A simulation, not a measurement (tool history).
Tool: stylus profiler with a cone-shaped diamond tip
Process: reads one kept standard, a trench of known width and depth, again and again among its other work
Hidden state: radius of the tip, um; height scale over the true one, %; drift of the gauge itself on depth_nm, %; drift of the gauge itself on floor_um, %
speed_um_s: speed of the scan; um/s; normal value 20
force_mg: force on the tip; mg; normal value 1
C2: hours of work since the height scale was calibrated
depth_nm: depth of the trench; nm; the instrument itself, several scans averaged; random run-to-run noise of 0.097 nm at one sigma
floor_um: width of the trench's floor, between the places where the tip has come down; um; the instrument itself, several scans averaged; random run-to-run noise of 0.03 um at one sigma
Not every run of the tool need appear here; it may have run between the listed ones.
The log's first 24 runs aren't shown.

-- day=49.879 height scale calibrated on a step standard
run 25 day=51.808 | speed_um_s=8 force_mg=2.1 | scans_with_this_tip=6110 C2=32 | depth_nm=203.07 floor_um=27.6
run 26 day=53.783 | speed_um_s=10 force_mg=0.52 | scans_with_this_tip=6282 C2=66 | depth_nm=201.89 floor_um=27.53
run 27 day=55.421 | speed_um_s=17 force_mg=2.92 | scans_with_this_tip=6424 C2=93 | depth_nm=203.45 floor_um=27.54
run 28 day=58.325 | speed_um_s=17 force_mg=2.92 | scans_with_this_tip=6677 C2=142 | depth_nm=203.39 floor_um=27.55
-- day=59.45 height scale calibrated on a step standard, once more
run 29 day=61.296 | speed_um_s=50 force_mg=0.91 | scans_with_this_tip=6933 C2=31 | depth_nm=201.14 floor_um=27.15
run 30 day=63.917 | speed_um_s=45 force_mg=2.07 | scans_with_this_tip=7162 C2=75 | depth_nm=201.84 floor_um=27.31
run 31 day=66.758 | speed_um_s=20 force_mg=0.55 | scans_with_this_tip=7408 C2=123 | depth_nm=200.78 floor_um=27.38
run 32 day=68.104 | speed_um_s=53 force_mg=0.48 | scans_with_this_tip=7526 C2=145 | depth_nm=200.82 floor_um=26.9
run 33 day=70.9 | speed_um_s=27 force_mg=1.36 | scans_with_this_tip=7769 C2=192 | depth_nm=201.48 floor_um=27.37
run 34 day=72.958 | speed_um_s=47 force_mg=1.25 | scans_with_this_tip=7948 C2=227 | depth_nm=201.39 floor_um=27.16
run 35 day=75.175 | speed_um_s=47 force_mg=1.25 | scans_with_this_tip=8141 C2=264 | depth_nm=201.21 floor_um=27.18
run 36 day=77.962 | speed_um_s=47 force_mg=1.25 | scans_with_this_tip=8383 C2=311 | depth_nm=201.48 floor_um=27.2
run 37 day=80.629 | speed_um_s=7 force_mg=2.81 | scans_with_this_tip=8615 C2=356 | depth_nm=202.57 floor_um=27.52
run 38 day=83.738 | speed_um_s=7 force_mg=2.39 | scans_with_this_tip=8885 C2=408 | depth_nm=202.56 floor_um=27.52
run 39 day=85.692 | speed_um_s=11 force_mg=2.39 | scans_with_this_tip=9055 C2=441 | depth_nm=202.17 floor_um=27.43
run 40 day=87.258 | speed_um_s=11 force_mg=2.39 | scans_with_this_tip=9192 C2=467 | depth_nm=202.18 floor_um=27.5

Run 41 comes next. What will it give?
run 41 day=89.667 | speed_um_s=24 force_mg=2.67 | scans_with_this_tip=9401 C2=508 | depth_nm=? floor_um=?

Run 41 produced depth_nm 202.5 nm, floor_um 27.33 um.
Take away the tool's hidden state, keep the run-to-run variation as it was, and the same run would have given depth_nm 202.21 nm, floor_um 27.87 um.

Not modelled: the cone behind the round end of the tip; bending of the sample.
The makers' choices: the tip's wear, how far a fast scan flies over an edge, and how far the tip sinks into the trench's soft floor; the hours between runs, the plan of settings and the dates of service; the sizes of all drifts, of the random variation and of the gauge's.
